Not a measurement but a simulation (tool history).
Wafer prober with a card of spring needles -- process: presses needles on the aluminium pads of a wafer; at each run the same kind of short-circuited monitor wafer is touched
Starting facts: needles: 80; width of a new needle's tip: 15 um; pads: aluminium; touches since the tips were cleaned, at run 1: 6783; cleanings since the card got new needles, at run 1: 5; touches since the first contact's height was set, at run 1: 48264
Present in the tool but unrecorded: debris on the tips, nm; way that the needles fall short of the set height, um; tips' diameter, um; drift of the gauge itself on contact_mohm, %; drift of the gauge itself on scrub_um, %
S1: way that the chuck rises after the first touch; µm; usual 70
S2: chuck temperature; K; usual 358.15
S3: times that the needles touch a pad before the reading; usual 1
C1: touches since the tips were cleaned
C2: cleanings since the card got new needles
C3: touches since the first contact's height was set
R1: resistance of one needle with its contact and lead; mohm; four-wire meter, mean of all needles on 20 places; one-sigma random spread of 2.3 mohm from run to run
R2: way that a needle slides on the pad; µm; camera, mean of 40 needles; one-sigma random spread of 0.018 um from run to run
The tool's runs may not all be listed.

{"run": 1, "hour": 0.0, "S1": 70, "S2": 358.15, "S3": 1, "C1": 6783, "C2": 5, "C3": 48264, "R1": 264, "R2": 14.42}
{"hour": 1.3, "done": "tips cleaned on abrasive film"}
{"run": 2, "hour": 14.2, "S1": 70, "S2": 358.15, "S3": 1, "C1": 4529, "C2": 6, "C3": 53215, "R1": 266, "R2": 14.44}
{"hour": 22.0, "done": "tips cleaned on abrasive film"}
{"run": 3, "hour": 27.5, "S1": 70, "S2": 358.15, "S3": 1, "C1": 1951, "C2": 7, "C3": 57840, "R1": 265, "R2": 14.45}
{"hour": 42.4, "done": "tips cleaned on abrasive film"}
{"run": 4, "hour": 42.4, "S1": 70, "S2": 358.15, "S3": 1, "C1": 0, "C2": 8, "C3": 63009, "R1": 264, "R2": 14.45}
{"hour": 47.6, "done": "height of the first contact set anew"}
{"run": 5, "hour": 55.6, "S1": 70, "S2": 358.15, "S3": 2, "C1": 4521, "C2": 8, "C3": 2796, "R1": 267, "R2": 14.46}
{"hour": 63.0, "done": "tips cleaned on abrasive film"}
{"run": 6, "hour": 68.7, "S1": 70, "S2": 358.15, "S3": 2, "C1": 2004, "C2": 9, "C3": 7348, "R1": 266, "R2": 14.53}
{"run": 7, "hour": 77.5, "S1": 70, "S2": 358.15, "S3": 2, "C1": 5108, "C2": 9, "C3": 10452, "R1": 263, "R2": 14.48}
{"hour": 83.9, "done": "tips cleaned on abrasive film"}
{"run": 8, "hour": 86.5, "S1": 75, "S2": 358.15, "S3": 1, "C1": 887, "C2": 10, "C3": 13542, "R1": 265, "R2": 15.49}
{"run": 9, "hour": 97.6, "S1": 75, "S2": 358.15, "S3": 1, "C1": 4788, "C2": 10, "C3": 17443, "R1": 268, "R2": 15.54}
{"hour": 105.4, "done": "tips cleaned on abrasive film"}
{"run": 10, "hour": 105.4, "S1": 79, "S2": 358.15, "S3": 1, "C1": 0, "C2": 11, "C3": 20141, "R1": 263, "R2": 16.38}
{"run": 11, "hour": 112.6, "S1": 79, "S2": 317.15, "S3": 1, "C1": 2524, "C2": 11, "C3": 22665, "R1": 253, "R2": 16.38}
{"run": 12, "hour": 122.8, "S1": 64, "S2": 396.15, "S3": 1, "C1": 6081, "C2": 11, "C3": 26222, "R1": 278, "R2": 13.29}
{"hour": 125.9, "done": "tips cleaned on abrasive film"}
{"run": 13, "hour": 133.2, "S1": 70, "S2": 342.15, "S3": 1, "C1": 2562, "C2": 12, "C3": 29842, "R1": 263, "R2": 14.55}
{"run": 14, "hour": 142.5, "S1": 75, "S2": 377.15, "S3": 2, "C1": 5817, "C2": 12, "C3": 33097, "R1": 270, "R2": 15.56}
{"hour": 146.3, "done": "tips cleaned on abrasive film"}
{"run": 15, "hour": 156.1, "S1": 75, "S2": 377.15, "S3": 2, "C1": 3420, "C2": 13, "C3": 37834, "R1": 270, "R2": 15.56}
{"hour": 165.5, "done": "gauge calibrated"}
{"run": 16, "hour": 166.2, "S1": 75, "S2": 377.15, "S3": 2, "C1": 6951, "C2": 13, "C3": 41365, "R1": 271, "R2": 15.51}
{"hour": 167.1, "done": "tips cleaned on abrasive film"}
{"run": 17, "hour": 176.9, "S1": 75, "S2": 377.15, "S3": 2, "C1": 3448, "C2": 14, "C3": 45090, "R1": 268, "R2": 15.46}

How the hidden state differs across the entries between the runs, from the last listed run before each to the first after it:
Between runs 1 and 2: tips cleaned on abrasive film (hour 1.3)
  debris on the tips, nm: 5.4 -> 5.2; drift of the gauge itself on scrub_um, %: 0 -> 0.07
  measured less the result without the state, R2: +0.00 -> +0.01 µm
Between runs 2 and 3: tips cleaned on abrasive film (hour 22.0)
  debris on the tips, nm: 5.2 -> 4.2; way that the needles fall short of the set height, um: 0.01 -> 0.02; tips' diameter, um: 15 -> 15.01; drift of the gauge itself on scrub_um, %: 0.07 -> 0.14
  measured less the result without the state, R2: +0.01 -> +0.02 µm
Between runs 3 and 4: tips cleaned on abrasive film (hour 42.4)
  debris on the tips, nm: 4.2 -> 0.3; drift of the gauge itself on scrub_um, %: 0.14 -> 0.21
  measured less the result without the state, R2: +0.02 -> +0.02 µm
Between runs 4 and 5: height of the first contact set anew (hour 47.6)
  debris on the tips, nm: 0.3 -> 5.3; way that the needles fall short of the set height, um: 0.02 -> 0; drift of the gauge itself on scrub_um, %: 0.21 -> 0.28
  measured less the result without the state, R2: +0.02 -> +0.04 µm
Between runs 5 and 6: tips cleaned on abrasive film (hour 63.0)
  debris on the tips, nm: 5.3 -> 4.3; drift of the gauge itself on scrub_um, %: 0.28 -> 0.34
  measured less the result without the state, R2: +0.04 -> +0.05 µm
Between runs 7 and 8: tips cleaned on abrasive film (hour 83.9)
  debris on the tips, nm: 5.4 -> 2.5; drift of the gauge itself on scrub_um, %: 0.39 -> 0.43
  measured less the result without the state, R2: +0.06 -> +0.06 µm
Between runs 9 and 10: tips cleaned on abrasive film (hour 105.4)
  debris on the tips, nm: 5.3 -> 0.4; way that the needles fall short of the set height, um: 0 -> 0.01; drift of the gauge itself on scrub_um, %: 0.49 -> 0.53
  measured less the result without the state, R2: +0.08 -> +0.08 µm
Between runs 12 and 13: tips cleaned on abrasive film (hour 125.9)
  debris on the tips, nm: 5.4 -> 4.6; drift of the gauge itself on scrub_um, %: 0.61 -> 0.67
  measured less the result without the state, R2: +0.08 -> +0.09 µm
Between runs 14 and 15: tips cleaned on abrasive film (hour 146.3)
  debris on the tips, nm: 5.4 -> 4.9; drift of the gauge itself on scrub_um, %: 0.71 -> 0.78
  measured less the result without the state, R2: +0.11 -> +0.12 µm
Between runs 15 and 16: gauge calibrated (hour 165.5)
  debris on the tips, nm: 4.9 -> 5.5; drift of the gauge itself on scrub_um, %: 0.78 -> 0
  measured less the result without the state, R2: +0.12 -> +0.00 µm
Between runs 16 and 17: tips cleaned on abrasive film (hour 167.1)
  debris on the tips, nm: 5.5 -> 5; drift of the gauge itself on scrub_um, %: 0 -> 0.06
  measured less the result without the state, R2: +0.00 -> +0.01 µm
